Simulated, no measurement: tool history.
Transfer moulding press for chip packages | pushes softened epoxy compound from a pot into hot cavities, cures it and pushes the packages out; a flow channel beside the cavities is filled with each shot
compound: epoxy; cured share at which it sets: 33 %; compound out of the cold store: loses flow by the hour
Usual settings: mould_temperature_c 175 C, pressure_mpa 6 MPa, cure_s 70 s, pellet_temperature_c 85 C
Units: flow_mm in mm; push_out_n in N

| run | day | mould_temperature_c | pressure_mpa | cure_s | pellet_temperature_c | incoming compound's hours out of the cold store | flow_mm | push_out_n |
|---|---|---|---|---|---|---|---|---|
| 1 | 0 | 175 | 6 | 70 | 85 | 25.1 | 620 | 369 |
|  | 1.071 | cavities cleaned with cleaning compound and waxed |
| 2 | 1.892 | 175 | 6 | 70 | 85 | 45.2 | 572 | 311 |
| 3 | 3.858 | 175 | 6 | 70 | 87 | 30.4 | 601 | 359 |
|  | 4.958 | cavities cleaned with cleaning compound and waxed |
| 4 | 5.983 | 175 | 6 | 73 | 85 | 20.7 | 612 | 314 |
| 5 | 7.179 | 175 | 6 | 73 | 85 | 16.5 | 623 | 345 |
|  | 8.846 | plunger's sealing rings changed |
|  | 9.075 | cavities cleaned with cleaning compound and waxed |
| 6 | 9.3 | 175 | 7.28 | 70 | 85 | 46.2 | 650 | 283 |
| 7 | 10.25 | 175 | 7.28 | 70 | 85 | 25.3 | 697 | 329 |
| 8 | 12.367 | 175 | 7.28 | 70 | 85 | 27.6 | 687 | 371 |
|  | 12.996 | cavities cleaned with cleaning compound and waxed |
| 9 | 13.429 | 175 | 7.28 | 70 | 85 | 32.7 | 665 | 303 |
| 10 | 14.879 | 175 | 6 | 79 | 85 | 27.5 | 617 | 329 |
|  | 17.025 | cavities cleaned with cleaning compound and waxed |
| 11 | 17.025 | 175 | 6 | 70 | 85 | 19 | 631 | 265 |
| 12 | 18.35 | 175 | 6 | 70 | 85 | 36.6 | 595 | 316 |
|  | 19.446 | mould's thermocouples calibrated |
| 13 | 19.588 | 175 | 6 | 70 | 85 | 33.1 | 587 | 370 |
| 14 | 20.888 | 183 | 6 | 70 | 85 | 42.8 | 562 | 352 |
|  | 21.062 | cavities cleaned with cleaning compound and waxed |
| 15 | 22.3 | 183 | 6 | 70 | 85 | 42.8 | 559 | 288 |
| 16 | 23.667 | 182 | 6.78 | 98 | 89 | 16.5 | 648 | 326 |
|  | 24.492 | plunger's sealing rings changed |
|  | 25.075 | cavities cleaned with cleaning compound and waxed |
| 17 | 25.279 | 175 | 5.94 | 98 | 92 | 30.1 | 618 | 258 |
| 18 | 27.392 | 175 | 7.38 | 80 | 91 | 17.9 | 723 | 341 |
| 19 | 28.692 | 175 | 5.27 | 94 | 91 | 15.9 | 598 | 363 |
|  | 29.025 | cavities cleaned with cleaning compound and waxed |
| 20 | 30.133 | 175 | 4.75 | 54 | 87 | 29.8 | 544 | 521 |
| 21 | 31.121 | 180 | 6 | 94 | 85 | 37.6 | 587 | 308 |
|  | 33.004 | cavities cleaned with cleaning compound and waxed |
| 22 | 33.162 | 180 | 6 | 69 | 80 | 11.5 | 640 | 264 |
| 23 | 34.088 | 181 | 5.3 | 79 | 94 | 11 | 599 | 275 |
| 24 | 35.775 | 180 | 5.71 | 77 | 85 | 9.9 | 617 | 339 |
|  | 36.892 | cavities cleaned with cleaning compound and waxed |
| 25 | 37.896 | 174 | 6.18 | 70 | 90 | 31.8 | 605 | 335 |
|  | 40.067 | plunger's sealing rings changed |
| 26 | 40.146 | 174 | 6.18 | 70 | 90 | 35.4 | 620 | 378 |
|  | 41.008 | cavities cleaned with cleaning compound and waxed |
| 27 | 41.696 | 169 | 4.97 | 109 | 94 | 39 | 551 | 268 |

Forecast each of these 4 alternatives for the next run:
| A | 43.542 | 169 | 5.39 | 89 | 94 | 14.9 | ? | ? |
| B | 43.542 | 169 | 4.97 | 65 | 94 | 12.9 | ? | ? |
| C | 43.542 | 183 | 4.97 | 71 | 82 | 31.6 | ? | ? |
| D | 43.542 | 169 | 6.29 | 75 | 90 | 17.4 | ? | ? |

| run | flow_mm | push_out_n |
|---|---|---|
| A | 626 | 338 |
| B | 603 | 567 |
| C | 545 | 342 |
| D | 665 | 410 |
Without the tool's hidden state the same runs would have given:
| run | flow_mm | push_out_n |
|---|---|---|
| A | 636 | 253 |
| B | 612 | 443 |
| C | 553 | 252 |
| D | 675 | 313 |
